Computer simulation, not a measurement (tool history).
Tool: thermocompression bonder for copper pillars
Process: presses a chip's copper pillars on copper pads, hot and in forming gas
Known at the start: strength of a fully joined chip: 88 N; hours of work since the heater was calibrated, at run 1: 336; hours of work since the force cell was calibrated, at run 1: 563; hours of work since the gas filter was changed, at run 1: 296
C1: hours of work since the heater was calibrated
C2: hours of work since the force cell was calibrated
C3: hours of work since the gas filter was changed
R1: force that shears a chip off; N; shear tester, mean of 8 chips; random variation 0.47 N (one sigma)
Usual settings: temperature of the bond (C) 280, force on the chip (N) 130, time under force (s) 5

{"run": 1, "hour": 0.0, "temperature of the bond (C)": 280, "force on the chip (N)": 130, "time under force (s)": 5, "C1": 336, "C2": 563, "C3": 296, "R1": 32.8}
{"run": 2, "hour": 19.7, "temperature of the bond (C)": 280, "force on the chip (N)": 135, "time under force (s)": 5, "C1": 351, "C2": 578, "C3": 311, "R1": 33.3}
{"run": 3, "hour": 28.0, "temperature of the bond (C)": 280, "force on the chip (N)": 162, "time under force (s)": 5, "C1": 358, "C2": 585, "C3": 318, "R1": 36.5}
{"run": 4, "hour": 39.8, "temperature of the bond (C)": 282, "force on the chip (N)": 130, "time under force (s)": 5, "C1": 367, "C2": 594, "C3": 327, "R1": 33.8}
{"run": 5, "hour": 57.9, "temperature of the bond (C)": 280, "force on the chip (N)": 130, "time under force (s)": 5, "C1": 381, "C2": 608, "C3": 341, "R1": 33.6}
{"run": 6, "hour": 74.7, "temperature of the bond (C)": 280, "force on the chip (N)": 134, "time under force (s)": 5, "C1": 395, "C2": 621, "C3": 354, "R1": 34}
{"run": 7, "hour": 90.7, "temperature of the bond (C)": 280, "force on the chip (N)": 134, "time under force (s)": 6, "C1": 407, "C2": 634, "C3": 367, "R1": 36.5}
{"run": 8, "hour": 100.3, "temperature of the bond (C)": 280, "force on the chip (N)": 134, "time under force (s)": 6, "C1": 415, "C2": 641, "C3": 374, "R1": 36.3}
{"run": 9, "hour": 113.9, "temperature of the bond (C)": 280, "force on the chip (N)": 134, "time under force (s)": 6, "C1": 425, "C2": 652, "C3": 385, "R1": 36}
{"hour": 125.8, "done": "forming gas filter changed"}
{"run": 10, "hour": 132.7, "temperature of the bond (C)": 280, "force on the chip (N)": 134, "time under force (s)": 6, "C1": 440, "C2": 666, "C3": 5, "R1": 39.8}
{"run": 11, "hour": 143.5, "temperature of the bond (C)": 280, "force on the chip (N)": 134, "time under force (s)": 6, "C1": 448, "C2": 675, "C3": 14, "R1": 40.7}
{"run": 12, "hour": 152.8, "temperature of the bond (C)": 280, "force on the chip (N)": 134, "time under force (s)": 6, "C1": 455, "C2": 682, "C3": 21, "R1": 39.3}
{"run": 13, "hour": 167.6, "temperature of the bond (C)": 280, "force on the chip (N)": 130, "time under force (s)": 5, "C1": 467, "C2": 694, "C3": 33, "R1": 36.6}
{"run": 14, "hour": 187.6, "temperature of the bond (C)": 280, "force on the chip (N)": 130, "time under force (s)": 5, "C1": 483, "C2": 709, "C3": 48, "R1": 35.9}
{"run": 15, "hour": 199.7, "temperature of the bond (C)": 280, "force on the chip (N)": 130, "time under force (s)": 5, "C1": 492, "C2": 719, "C3": 58, "R1": 35.4}
{"run": 16, "hour": 211.7, "temperature of the bond (C)": 280, "force on the chip (N)": 130, "time under force (s)": 5, "C1": 502, "C2": 728, "C3": 67, "R1": 36.3}
{"run": 17, "hour": 226.2, "temperature of the bond (C)": 280, "force on the chip (N)": 130, "time under force (s)": 5, "C1": 513, "C2": 740, "C3": 79, "R1": 36.8}
{"run": 18, "hour": 237.2, "temperature of the bond (C)": 280, "force on the chip (N)": 130, "time under force (s)": 5, "C1": 522, "C2": 748, "C3": 87, "R1": 36.6}
{"run": 19, "hour": 245.9, "temperature of the bond (C)": 280, "force on the chip (N)": 130, "time under force (s)": 5, "C1": 528, "C2": 755, "C3": 94, "R1": 36}
{"run": 20, "hour": 265.1, "temperature of the bond (C)": 300, "force on the chip (N)": 102, "time under force (s)": 3, "C1": 543, "C2": 770, "C3": 109, "R1": 34.2}
{"run": 21, "hour": 273.9, "temperature of the bond (C)": 300, "force on the chip (N)": 126, "time under force (s)": 11, "C1": 550, "C2": 777, "C3": 116, "R1": 58.4}
{"hour": 276.2, "done": "force cell calibrated"}
{"run": 22, "hour": 289.0, "temperature of the bond (C)": 251, "force on the chip (N)": 110, "time under force (s)": 5, "C1": 561, "C2": 10, "C3": 127, "R1": 22.7}
{"run": 23, "hour": 306.6, "temperature of the bond (C)": 257, "force on the chip (N)": 90, "time under force (s)": 8, "C1": 575, "C2": 24, "C3": 141, "R1": 26}
{"hour": 317.7, "done": "heater calibrated with a thermocouple chip"}
{"run": 24, "hour": 322.7, "temperature of the bond (C)": 280, "force on the chip (N)": 130, "time under force (s)": 11, "C1": 4, "C2": 35, "C3": 152, "R1": 41.8}
{"run": 25, "hour": 337.2, "temperature of the bond (C)": 253, "force on the chip (N)": 173, "time under force (s)": 7, "C1": 15, "C2": 46, "C3": 163, "R1": 28.2}
{"run": 26, "hour": 350.0, "temperature of the bond (C)": 275, "force on the chip (N)": 92, "time under force (s)": 5, "C1": 25, "C2": 56, "C3": 173, "R1": 22.5}
{"run": 27, "hour": 369.3, "temperature of the bond (C)": 275, "force on the chip (N)": 92, "time under force (s)": 5, "C1": 40, "C2": 71, "C3": 188, "R1": 22.8}
{"hour": 379.5, "done": "force cell calibrated, once more"}
{"run": 28, "hour": 383.2, "temperature of the bond (C)": 280, "force on the chip (N)": 131, "time under force (s)": 5, "C1": 50, "C2": 3, "C3": 198, "R1": 31}
{"run": 29, "hour": 399.4, "temperature of the bond (C)": 280, "force on the chip (N)": 131, "time under force (s)": 14, "C1": 63, "C2": 16, "C3": 211, "R1": 44.8}
{"run": 30, "hour": 417.4, "temperature of the bond (C)": 252, "force on the chip (N)": 174, "time under force (s)": 5, "C1": 77, "C2": 30, "C3": 225, "R1": 23.9}
{"run": 31, "hour": 432.4, "temperature of the bond (C)": 252, "force on the chip (N)": 174, "time under force (s)": 5, "C1": 89, "C2": 41, "C3": 237, "R1": 23.5}
{"run": 32, "hour": 451.5, "temperature of the bond (C)": 293, "force on the chip (N)": 115, "time under force (s)": 6, "C1": 104, "C2": 56, "C3": 252, "R1": 36.5}
{"run": 33, "hour": 461.2, "temperature of the bond (C)": 293, "force on the chip (N)": 115, "time under force (s)": 6, "C1": 111, "C2": 64, "C3": 259, "R1": 36.8}
{"run": 34, "hour": 479.1, "temperature of the bond (C)": 293, "force on the chip (N)": 115, "time under force (s)": 6, "C1": 125, "C2": 78, "C3": 273, "R1": 35.3}
{"run": 35, "hour": 497.4, "temperature of the bond (C)": 302, "force on the chip (N)": 174, "time under force (s)": 11, "C1": 140, "C2": 92, "C3": 288, "R1": 57.8}
{"run": 36, "hour": 506.1, "temperature of the bond (C)": 302, "force on the chip (N)": 174, "time under force (s)": 11, "C1": 147, "C2": 99, "C3": 294, "R1": 57.4}
{"run": 37, "hour": 515.9, "temperature of the bond (C)": 278, "force on the chip (N)": 146, "time under force (s)": 12, "C1": 154, "C2": 107, "C3": 302, "R1": 44.2}

4 ways to go on from here, each from the tool as it stands after run 37. What would each give?
{"run": "A", "hour": 525.3, "temperature of the bond (C)": 262, "force on the chip (N)": 130, "time under force (s)": 5, "C1": 162, "C2": 114, "C3": 309, "R1": "?"}
{"run": "B", "hour": 525.3, "temperature of the bond (C)": 283, "force on the chip (N)": 146, "time under force (s)": 12, "C1": 162, "C2": 114, "C3": 309, "R1": "?"}
{"run": "C", "hour": 525.3, "temperature of the bond (C)": 304, "force on the chip (N)": 110, "time under force (s)": 12, "C1": 162, "C2": 114, "C3": 309, "R1": "?"}
{"run": "D", "hour": 525.3, "temperature of the bond (C)": 267, "force on the chip (N)": 146, "time under force (s)": 10, "C1": 162, "C2": 114, "C3": 309, "R1": "?"}

run=A R1=23.6
run=B R1=45.6
run=C R1=50.6
run=D R1=34.8
Without the tool's hidden state the same runs would have given:
run=A R1=24.4
run=B R1=47.8
run=C R1=53.3
run=D R1=36.2
